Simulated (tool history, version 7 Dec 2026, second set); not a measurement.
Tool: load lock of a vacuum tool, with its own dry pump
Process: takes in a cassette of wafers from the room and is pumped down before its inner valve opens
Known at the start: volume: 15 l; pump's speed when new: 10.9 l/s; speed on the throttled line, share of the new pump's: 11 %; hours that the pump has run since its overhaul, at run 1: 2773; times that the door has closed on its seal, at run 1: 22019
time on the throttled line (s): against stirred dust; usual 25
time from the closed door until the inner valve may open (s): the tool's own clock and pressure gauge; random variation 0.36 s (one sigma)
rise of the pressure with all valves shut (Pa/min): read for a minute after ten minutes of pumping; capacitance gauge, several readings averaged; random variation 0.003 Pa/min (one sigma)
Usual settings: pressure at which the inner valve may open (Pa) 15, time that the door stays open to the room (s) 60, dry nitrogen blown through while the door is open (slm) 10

run    hour  time on the throttled line (s)  pressure at which the inner valve may open (Pa)  time that the door stays open to the room (s)  dry nitrogen blown through while the door is open (slm)  hours that the pump has run since its overhaul  times that the door has closed on its seal  incoming humidity of the room's air, %  time from the closed door until the inner valve may open (s)  rise of the pressure with all valves shut (Pa/min)
  1       0                              25                                               15                                             60                                                       10                                            2773                                       22019                                      46                                                          34.6                                               0.055
  2   324.9                              25                                               15                                             60                                                       10                                            3098                                       23304                                    45.5                                                            35                                               0.056
  3   705.7                              25                                               15                                             60                                                       10                                            3479                                       24812                                    46.7                                                          34.4                                               0.058
  4  1118.9                              25                                               15                                             60                                                       10                                            3892                                       26447                                    43.7                                                          34.3                                                0.05
  5  1409.5                              25                                               15                                             60                                                       10                                            4183                                       27597                                    43.3                                                          34.4                                               0.051
  6  1658.8                              25                                               15                                             60                                                       10                                            4432                                       28584                                    43.1                                                          34.4                                               0.053
  7  1934.5                              25                                               12                                             60                                                       10                                            4708                                       29675                                    46.2                                                          34.6                                               0.058
  8    2182                              25                                               15                                             60                                                       10                                            4955                                       30654                                    45.3                                                            34                                               0.057
  9  2376.4                              25                                               15                                             60                                                       10                                            5149                                       31424                                    47.1                                                          34.6                                               0.057
 10  2583.3                              25                                               13                                             98                                                       10                                            5356                                       32242                                      43                                                          34.6                                               0.066
 11    2768                              25                                               13                                             98                                                       10                                            5541                                       32973                                    42.1                                                          34.8                                               0.066
 12  3179.9                              13                                               13                                             60                                                       10                                            5953                                       34603                                    43.7                                                          24.2                                               0.054
 13  3436.9                              13                                               13                                            205                                                       10                                            6210                                       35620                                    44.7                                                          24.1                                               0.101
 14  3750.9                              13                                               13                                            205                                                       10                                            6524                                       36863                                    43.3                                                          23.7                                               0.098
 15    3986                              44                                               14                                            130                                                       12                                            6759                                       37794                                    44.4                                                          50.9                                               0.072
 16  4359.8                              44                                               14                                            130                                                       12                                            7133                                       39273                                    48.2                                                            51                                                0.08

4 ways to go on from here, each from the tool as it stands after run 16. What would each give?
  A  4631.6                              19                                               14                                            139                                                        4                                            7405                                       40349                                    43.4                                                             ?                                                   ?
  B  4631.6                              15                                               23                                             55                                                       12                                            7405                                       40349                                      45                                                             ?                                                   ?
  C  4631.6                              44                                               14                                            162                                                        9                                            7405                                       40349                                    45.5                                                             ?                                                   ?
  D  4631.6                              25                                               25                                             68                                                       30                                            7405                                       40349                                    39.7                                                             ?                                                   ?

run  time from the closed door until the inner valve may open (s)  rise of the pressure with all valves shut (Pa/min)
  A                                                          29.5                                                0.11
  B                                                          24.5                                               0.051
  C                                                          51.4                                               0.099
  D                                                          33.6                                               0.032
Without the tool's hidden state the same runs would have given:
run  time from the closed door until the inner valve may open (s)  rise of the pressure with all valves shut (Pa/min)
  A                                                          29.5                                               0.109
  B                                                          24.5                                                0.05
  C                                                          51.4                                               0.098
  D                                                          33.6                                               0.031

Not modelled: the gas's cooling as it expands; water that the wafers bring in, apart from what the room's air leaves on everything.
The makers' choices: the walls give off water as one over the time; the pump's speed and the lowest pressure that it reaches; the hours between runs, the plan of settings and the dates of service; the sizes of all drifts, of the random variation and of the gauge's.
